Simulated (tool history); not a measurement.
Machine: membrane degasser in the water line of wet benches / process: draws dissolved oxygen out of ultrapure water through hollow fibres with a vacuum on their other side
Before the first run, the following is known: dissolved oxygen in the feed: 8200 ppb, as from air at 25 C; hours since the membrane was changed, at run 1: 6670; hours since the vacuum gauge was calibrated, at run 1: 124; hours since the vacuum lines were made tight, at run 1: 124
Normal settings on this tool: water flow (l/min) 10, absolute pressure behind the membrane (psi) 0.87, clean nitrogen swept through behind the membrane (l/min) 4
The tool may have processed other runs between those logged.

| run | hour | water flow (l/min) | absolute pressure behind the membrane (psi) | clean nitrogen swept through behind the membrane (l/min) | hours since the membrane was changed | hours since the vacuum gauge was calibrated | hours since the vacuum lines were made tight | dissolved oxygen in the water behind the degasser (ppb) | pressure that the water loses in the fibres (psi) |
|---|---|---|---|---|---|---|---|---|---|
| 1 | 0 | 10 | 0.87 | 4 | 6670 | 124 | 124 | 33.5 | 9.971 |
| 2 | 90.3 | 10 | 0.87 | 4 | 6760 | 215 | 215 | 33 | 9.923 |
| 3 | 201.2 | 10 | 0.87 | 4 | 6871 | 326 | 326 | 33.4 | 9.88 |
| 4 | 281.7 | 10 | 0.87 | 4 | 6952 | 406 | 406 | 32.5 | 9.867 |
| 5 | 367.4 | 10 | 0.87 | 4 | 7037 | 492 | 492 | 33.4 | 9.887 |
| 6 | 524.9 | 10 | 0.87 | 4 | 7195 | 649 | 649 | 33.3 | 9.876 |
| 7 | 629.7 | 10 | 0.87 | 4 | 7300 | 754 | 754 | 32.7 | 9.868 |
| 8 | 717.8 | 10 | 0.87 | 4 | 7388 | 842 | 842 | 33.4 | 9.87 |
| 9 | 803.2 | 10 | 0.87 | 4 | 7473 | 928 | 928 | 33 | 9.821 |
| 10 | 976.5 | 10 | 0.87 | 4 | 7646 | 1101 | 1101 | 33.4 | 9.825 |
| 11 | 1111.8 | 10 | 0.87 | 4 | 7782 | 1236 | 1236 | 32.4 | 9.9 |
| 12 | 1276.3 | 10 | 0.87 | 4 | 7946 | 1401 | 1401 | 33.5 | 9.831 |
| 13 | 1440.2 | 10 | 0.87 | 7.73 | 8110 | 1565 | 1565 | 24.2 | 9.799 |
| 14 | 1578.3 | 10 | 0.87 | 7.73 | 8248 | 1703 | 1703 | 24.7 | 9.892 |
| 15 | 1690.1 | 10 | 0.87 | 7.73 | 8360 | 1814 | 1814 | 24.6 | 9.877 |
| 16 | 1819.1 | 10 | 0.87 | 7.73 | 8489 | 1944 | 1944 | 24.7 | 9.744 |
| 17 | 1971.9 | 10 | 1.089 | 4 | 8642 | 2096 | 2096 | 42.2 | 9.847 |
| 18 | 2058.7 | 10 | 1.089 | 4 | 8729 | 2183 | 2183 | 42.4 | 9.848 |
| 19 | 2223.5 | 10 | 1.089 | 4 | 8893 | 2348 | 2348 | 42.5 | 9.809 |
| 20 | 2380.8 | 8 | 1.533 | 10.5 | 9051 | 2505 | 2505 | 20.1 | 7.855 |
| 21 | 2543.1 | 8 | 1.533 | 10.5 | 9213 | 2667 | 2667 | 20.1 | 7.844 |
| 22 | 2684.8 | 8 | 1.917 | 7.12 | 9355 | 2809 | 2809 | 34.4 | 7.831 |
| 23 | 2789.8 | 8 | 1.018 | 6.84 | 9460 | 2914 | 2914 | 16.7 | 7.799 |
| 24 | 2943.8 | 8 | 1.018 | 6.84 | 9614 | 3068 | 3068 | 17 | 7.889 |
| 25 | 3120.1 | 8 | 1.018 | 6.84 | 9790 | 3244 | 3244 | 16.5 | 7.852 |
| 26 | 3249.9 | 8 | 1.018 | 6.84 | 9920 | 3374 | 3374 | 17.4 | 7.838 |
| 27 | 3356.9 | 11 | 0.934 | 4 | 10027 | 3481 | 3481 | 46.1 | 10.721 |
| 28 | 3463.4 | 10 | 0.87 | 5.4 | 10133 | 3588 | 3588 | 28.9 | 9.819 |
| 29 | 3587.3 | 10 | 0.87 | 5.4 | 10257 | 3712 | 3712 | 28.7 | 9.826 |
| 30 | 3740.4 | 10 | 0.87 | 1.96 | 10410 | 3865 | 3865 | 50.6 | 9.783 |
| 31 | 3890.1 | 13 | 0.618 | 4.86 | 10560 | 4015 | 4015 | 50.2 | 12.679 |

Alternative continuations, all from the tool just after run 31; predict every row:
| A | 4005.1 | 13 | 0.618 | 3.06 | 10675 | 4129 | 4129 | ? | ? |
| B | 4005.1 | 12 | 0.87 | 5.81 | 10675 | 4129 | 4129 | ? | ? |
| C | 4005.1 | 12 | 1.707 | 2.43 | 10675 | 4129 | 4129 | ? | ? |
| D | 4005.1 | 13 | 0.618 | 2.8 | 10675 | 4129 | 4129 | ? | ? |

| run | dissolved oxygen in the water behind the degasser (ppb) | pressure that the water loses in the fibres (psi) |
|---|---|---|
| A | 54.8 | 12.634 |
| B | 47 | 11.652 |
| C | 135.6 | 11.745 |
| D | 55 | 12.686 |
With the hidden condition removed and each run's random variation left untouched, the same runs would have given:
| run | dissolved oxygen in the water behind the degasser (ppb) | pressure that the water loses in the fibres (psi) |
|---|---|---|
| A | 54.2 | 12.821 |
| B | 46.6 | 11.826 |
| C | 135.1 | 11.919 |
| D | 54.4 | 12.875 |

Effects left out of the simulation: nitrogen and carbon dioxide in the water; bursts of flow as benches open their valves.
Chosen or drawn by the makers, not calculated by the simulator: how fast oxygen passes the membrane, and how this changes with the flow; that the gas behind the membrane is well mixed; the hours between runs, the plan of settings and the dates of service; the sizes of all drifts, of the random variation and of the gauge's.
